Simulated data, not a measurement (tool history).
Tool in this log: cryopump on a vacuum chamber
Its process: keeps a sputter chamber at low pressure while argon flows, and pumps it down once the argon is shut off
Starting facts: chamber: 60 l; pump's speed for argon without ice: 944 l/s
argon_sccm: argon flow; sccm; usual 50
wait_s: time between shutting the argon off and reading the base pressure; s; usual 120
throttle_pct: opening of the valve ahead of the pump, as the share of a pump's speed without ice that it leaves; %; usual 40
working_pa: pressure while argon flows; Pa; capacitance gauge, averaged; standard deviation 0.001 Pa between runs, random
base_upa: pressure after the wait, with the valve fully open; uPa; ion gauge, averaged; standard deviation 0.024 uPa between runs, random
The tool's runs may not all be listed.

Run 1, hour 0.0: usual settings. Result: working_pa 0.2522 Pa, base_upa 1.77 uPa.
Run 2, hour 22.4: usual settings. Result: working_pa 0.2558 Pa, base_upa 1.79 uPa.
Run 3, hour 42.0: usual settings but wait_s 105 s. Result: working_pa 0.2528 Pa, base_upa 1.92 uPa.
Run 4, hour 52.2: usual settings but argon_sccm 68 sccm. Result: working_pa 0.3454 Pa, base_upa 1.89 uPa.
Run 5, hour 73.8: usual settings but argon_sccm 68 sccm. Result: working_pa 0.3479 Pa, base_upa 1.85 uPa.
Run 6, hour 95.7: usual settings but argon_sccm 68 sccm. Result: working_pa 0.3488 Pa, base_upa 1.86 uPa.
Run 7, hour 111.0: usual settings but argon_sccm 68 sccm. Result: working_pa 0.3495 Pa, base_upa 1.88 uPa.
Run 8, hour 132.9: usual settings. Result: working_pa 0.2589 Pa, base_upa 1.94 uPa.
Run 9, hour 148.7: usual settings. Result: working_pa 0.2621 Pa, base_upa 1.98 uPa.
Run 10, hour 168.8: usual settings. Result: working_pa 0.2625 Pa, base_upa 2.03 uPa.
Run 11, hour 181.6: usual settings. Result: working_pa 0.2627 Pa, base_upa 1.97 uPa.
Run 12, hour 195.3: usual settings. Result: working_pa 0.2651 Pa, base_upa 2.01 uPa.
Run 13, hour 204.4: usual settings but argon_sccm 93 sccm, wait_s 36 s. Result: working_pa 0.4945 Pa, base_upa 3.26 uPa.
Run 14, hour 226.2: usual settings but argon_sccm 62 sccm, wait_s 57 s, throttle_pct 41 %. Result: working_pa 0.3236 Pa, base_upa 2.65 uPa.
Run 15, hour 245.8: usual settings but argon_sccm 62 sccm, wait_s 57 s, throttle_pct 41 %. Result: working_pa 0.3256 Pa, base_upa 2.72 uPa.
Run 16, hour 263.2: usual settings but wait_s 30 s, throttle_pct 35 %. Result: working_pa 0.3029 Pa, base_upa 3.66 uPa.
Run 17, hour 280.5: usual settings but wait_s 85 s, throttle_pct 27 %. Result: working_pa 0.3767 Pa, base_upa 2.43 uPa.
Run 18, hour 296.9: usual settings but wait_s 85 s, throttle_pct 27 %. Result: working_pa 0.3793 Pa, base_upa 2.38 uPa.
Run 19, hour 306.2: usual settings but argon_sccm 58 sccm, wait_s 237 s, throttle_pct 48 %. Result: working_pa 0.2725 Pa, base_upa 1.90 uPa.
Run 20, hour 319.1: usual settings but argon_sccm 40 sccm, wait_s 144 s, throttle_pct 51 %. Result: working_pa 0.1801 Pa, base_upa 2.11 uPa.
At hour 336.1: pump warmed up, emptied and cooled again.
Run 21, hour 336.2: usual settings but wait_s 50 s. Result: working_pa 0.2237 Pa, base_upa 2.35 uPa.
Run 22, hour 350.4: usual settings but argon_sccm 75 sccm, wait_s 31 s, throttle_pct 50 %. Result: working_pa 0.2701 Pa, base_upa 3.12 uPa.
Run 23, hour 366.9: usual settings but argon_sccm 54 sccm, wait_s 78 s, throttle_pct 28 %. Result: working_pa 0.3516 Pa, base_upa 1.93 uPa.
Run 24, hour 379.5: usual settings but argon_sccm 65 sccm, wait_s 89 s, throttle_pct 18 %. Result: working_pa 0.6468 Pa, base_upa 1.86 uPa.

Consider 5 possible next runs. They are alternatives, not a sequence: every one starts from the tool as it was left by run 24. What does each give?
Run A, hour 398.4: usual settings but argon_sccm 20 sccm, wait_s 54 s. Result: working_pa ?, base_upa ?.
Run B, hour 398.4: usual settings but wait_s 242 s, throttle_pct 28 %. Result: working_pa ?, base_upa ?.
Run C, hour 398.4: usual settings but wait_s 45 s, throttle_pct 18 %. Result: working_pa ?, base_upa ?.
Run D, hour 398.4: usual settings but argon_sccm 28 sccm, wait_s 90 s. Result: working_pa ?, base_upa ?.
Run E, hour 398.4: usual settings but argon_sccm 65 sccm, wait_s 23 s, throttle_pct 18 %. Result: working_pa ?, base_upa ?.

run  working_pa  base_upa
  A      0.0911      2.34
  B      0.3227      1.36
  C      0.4983      2.57
  D      0.1271      1.88
  E      0.6524      4.05
Take away the tool's hidden state, keep each run's random variation, and the runs would have read:
run  working_pa  base_upa
  A      0.0899      1.55
  B      0.3196      0.58
  C      0.4953      1.78
  D      0.1254      1.07
  E      0.6484      3.24
